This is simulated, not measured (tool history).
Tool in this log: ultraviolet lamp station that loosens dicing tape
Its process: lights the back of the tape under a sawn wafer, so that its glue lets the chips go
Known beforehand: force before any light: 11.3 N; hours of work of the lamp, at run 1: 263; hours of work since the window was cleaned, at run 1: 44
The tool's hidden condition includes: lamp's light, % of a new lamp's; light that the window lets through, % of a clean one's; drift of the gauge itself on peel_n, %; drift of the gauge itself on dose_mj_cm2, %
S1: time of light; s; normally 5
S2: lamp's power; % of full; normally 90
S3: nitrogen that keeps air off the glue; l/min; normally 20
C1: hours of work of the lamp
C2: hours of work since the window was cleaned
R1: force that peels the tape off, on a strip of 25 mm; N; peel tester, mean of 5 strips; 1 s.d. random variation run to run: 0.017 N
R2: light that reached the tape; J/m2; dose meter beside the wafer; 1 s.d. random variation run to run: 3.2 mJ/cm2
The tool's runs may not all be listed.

run	hour	S1	S2	S3	C1	C2	R1	R2
1	0	5	90	20	263	44	0.817	5080
2	17.9	5	90	20	275	57	0.791	5080
3	28	5	90	20	282	64	0.816	5040
4	39.7	5	66	20	290	72	1.607	3720
5	55.2	5	66	20	301	83	1.6	3740
6	65.2	5	62	20	308	89	1.904	3480
7	82.1	5	62	20	320	101	1.741	3460
8	93.5	5	100	20	327	109	0.603	5690
9	101.2	5	100	20	333	114	0.635	5660
10	111.7	5	90	20	340	121	0.798	5070
11	124.8	5	90	20	349	130	0.815	5090
12	142.8	7	72	9	361	143	1.044	5680
13	152.4	8	90	11	368	150	0.349	8060
14	167.8	5	90	10	379	160	1.262	5040
15	183.3	2	90	10	389	171	4.714	2040
16	193.8	4	90	11	397	178	1.854	4050
17	202.7	5	90	11	403	184	1.205	5060

Branching from run 17: 5 alternative next runs. What would each branch give?
A	214.8	3	90	20	411	193	?	?
B	214.8	5	90	14	411	193	?	?
C	214.8	5	81	11	411	193	?	?
D	214.8	3	90	6	411	193	?	?
E	214.8	5	73	11	411	193	?	?

run	R1	R2
A	2.314	3020
B	1.016	5030
C	1.451	4550
D	3.629	3020
E	1.764	4070
Had the tool no hidden state, the same runs would have come out as:
run	R1	R2
A	2.307	3020
B	1.011	5040
C	1.446	4550
D	3.621	3020
E	1.758	4080

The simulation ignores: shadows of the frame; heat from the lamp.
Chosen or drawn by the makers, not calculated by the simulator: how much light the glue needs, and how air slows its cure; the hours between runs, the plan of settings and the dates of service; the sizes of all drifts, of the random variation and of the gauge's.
